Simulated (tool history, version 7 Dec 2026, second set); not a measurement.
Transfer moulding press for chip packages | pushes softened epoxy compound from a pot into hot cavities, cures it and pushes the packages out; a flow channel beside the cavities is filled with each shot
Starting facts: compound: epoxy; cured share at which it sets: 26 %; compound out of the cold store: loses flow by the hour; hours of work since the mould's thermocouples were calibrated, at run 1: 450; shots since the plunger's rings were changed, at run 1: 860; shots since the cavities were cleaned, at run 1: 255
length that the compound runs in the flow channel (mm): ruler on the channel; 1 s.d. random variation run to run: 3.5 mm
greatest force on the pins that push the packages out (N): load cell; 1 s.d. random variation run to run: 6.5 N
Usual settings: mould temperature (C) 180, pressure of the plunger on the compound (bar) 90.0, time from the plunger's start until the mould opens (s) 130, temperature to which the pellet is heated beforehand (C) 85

| run | hour | mould temperature (C) | pressure of the plunger on the compound (bar) | time from the plunger's start until the mould opens (s) | temperature to which the pellet is heated beforehand (C) | hours of work since the mould's thermocouples were calibrated | shots since the plunger's rings were changed | shots since the cavities were cleaned | incoming compound's hours out of the cold store | length that the compound runs in the flow channel (mm) | greatest force on the pins that push the packages out (N) |
|---|---|---|---|---|---|---|---|---|---|---|---|
| 1 | 0.0 | 180 | 90.0 | 130 | 85 | 450 | 860 | 255 | 11.3 | 826 | 312 |
|  | 22.0 | cavities cleaned with cleaning compound and waxed |
| 2 | 55.2 | 180 | 71.4 | 130 | 85 | 481 | 1292 | 267 | 20.1 | 698 | 312 |
|  | 75.3 | cavities cleaned with cleaning compound and waxed |
| 3 | 98.5 | 180 | 71.4 | 130 | 85 | 506 | 1630 | 188 | 9.2 | 735 | 300 |
|  | 127.0 | cavities cleaned with cleaning compound and waxed |
| 4 | 142.0 | 180 | 71.4 | 130 | 85 | 530 | 1968 | 121 | 15.5 | 714 | 286 |
| 5 | 169.4 | 180 | 90.0 | 120 | 85 | 546 | 2189 | 342 | 12.1 | 814 | 368 |
|  | 179.3 | cavities cleaned with cleaning compound and waxed |
| 6 | 220.9 | 180 | 90.0 | 120 | 85 | 575 | 2592 | 336 | 13.1 | 800 | 360 |
|  | 230.8 | cavities cleaned with cleaning compound and waxed |
| 7 | 247.0 | 180 | 93.6 | 130 | 85 | 590 | 2790 | 130 | 13.8 | 819 | 275 |
|  | 278.9 | plunger's sealing rings changed |
|  | 289.2 | cavities cleaned with cleaning compound and waxed |
| 8 | 302.2 | 180 | 93.6 | 130 | 85 | 620 | 176 | 105 | 28.7 | 782 | 267 |
|  | 340.9 | cavities cleaned with cleaning compound and waxed |
| 9 | 343.1 | 180 | 93.6 | 130 | 85 | 643 | 493 | 17 | 24.6 | 789 | 260 |
| 10 | 369.8 | 180 | 90.0 | 130 | 89 | 658 | 708 | 232 | 48.0 | 700 | 293 |
|  | 393.9 | cavities cleaned with cleaning compound and waxed |
| 11 | 422.4 | 180 | 90.0 | 130 | 89 | 688 | 1121 | 231 | 26.4 | 763 | 302 |
|  | 447.3 | cavities cleaned with cleaning compound and waxed |
| 12 | 472.1 | 180 | 90.0 | 130 | 89 | 716 | 1509 | 200 | 47.2 | 684 | 301 |
|  | 501.3 | cavities cleaned with cleaning compound and waxed |
| 13 | 501.8 | 181 | 90.0 | 130 | 85 | 733 | 1736 | 4 | 8.5 | 821 | 255 |
|  | 556.0 | cavities cleaned with cleaning compound and waxed |
| 14 | 557.3 | 181 | 90.0 | 130 | 85 | 764 | 2171 | 10 | 26.8 | 755 | 246 |
| 15 | 582.9 | 181 | 90.0 | 156 | 79 | 779 | 2378 | 217 | 17.1 | 785 | 275 |
|  | 610.0 | mould's thermocouples calibrated |
|  | 611.5 | cavities cleaned with cleaning compound and waxed |
| 16 | 615.1 | 181 | 90.0 | 156 | 79 | 2 | 2609 | 29 | 38.1 | 713 | 238 |
| 17 | 645.0 | 173 | 76.8 | 130 | 79 | 20 | 2850 | 270 | 29.9 | 698 | 411 |
|  | 667.5 | cavities cleaned with cleaning compound and waxed |
|  | 674.3 | plunger's sealing rings changed |
| 18 | 709.1 | 173 | 76.8 | 130 | 79 | 55 | 281 | 315 | 47.9 | 656 | 401 |
|  | 725.3 | cavities cleaned with cleaning compound and waxed |
| 19 | 755.0 | 180 | 90.0 | 130 | 77 | 81 | 639 | 240 | 26.1 | 771 | 300 |
|  | 777.9 | cavities cleaned with cleaning compound and waxed |
| 20 | 795.0 | 177 | 109.4 | 130 | 94 | 103 | 949 | 138 | 33.5 | 821 | 303 |
|  | 830.0 | cavities cleaned with cleaning compound and waxed |
| 21 | 831.3 | 180 | 90.0 | 111 | 85 | 123 | 1230 | 11 | 18.2 | 793 | 304 |
| 22 | 870.7 | 180 | 90.0 | 129 | 88 | 146 | 1547 | 328 | 21.3 | 781 | 335 |
|  | 882.1 | cavities cleaned with cleaning compound and waxed |
| 23 | 900.4 | 180 | 90.0 | 129 | 88 | 163 | 1775 | 148 | 47.9 | 682 | 284 |
|  | 935.5 | cavities cleaned with cleaning compound and waxed |
| 24 | 956.7 | 178 | 90.0 | 131 | 85 | 195 | 2216 | 171 | 40.8 | 707 | 292 |
|  | 989.1 | cavities cleaned with cleaning compound and waxed |
| 25 | 1002.2 | 180 | 95.6 | 130 | 85 | 221 | 2571 | 106 | 30.9 | 769 | 273 |
|  | 1044.4 | cavities cleaned with cleaning compound and waxed |
| 26 | 1051.0 | 180 | 88.9 | 130 | 84 | 248 | 2952 | 53 | 47.7 | 674 | 256 |
|  | 1066.5 | plunger's sealing rings changed |
|  | 1100.5 | cavities cleaned with cleaning compound and waxed |
| 27 | 1102.2 | 173 | 78.3 | 130 | 85 | 276 | 275 | 13 | 31.5 | 711 | 319 |
| 28 | 1133.3 | 177 | 73.3 | 164 | 78 | 294 | 526 | 264 | 38.2 | 666 | 283 |

3 options for the next run, each taken on its own from the tool as it stands now. Forecast them:
|  | 1155.1 | cavities cleaned with cleaning compound and waxed |
| A | 1194.0 | 177 | 80.3 | 110 | 79 | 329 | 1003 | 313 | 30.0 | ? | ? |
|  | 1155.1 | cavities cleaned with cleaning compound and waxed |
| B | 1194.0 | 177 | 73.3 | 164 | 91 | 329 | 1003 | 313 | 44.8 | ? | ? |
|  | 1155.1 | cavities cleaned with cleaning compound and waxed |
| C | 1194.0 | 177 | 102.1 | 167 | 78 | 329 | 1003 | 313 | 35.8 | ? | ? |

| run | length that the compound runs in the flow channel (mm) | greatest force on the pins that push the packages out (N) |
|---|---|---|
| A | 715 | 454 |
| B | 637 | 310 |
| C | 780 | 283 |
Stripped of hidden state, with their random variation kept, the same runs would have yielded:
| run | length that the compound runs in the flow channel (mm) | greatest force on the pins that push the packages out (N) |
|---|---|---|
| A | 723 | 363 |
| B | 645 | 238 |
| C | 790 | 216 |
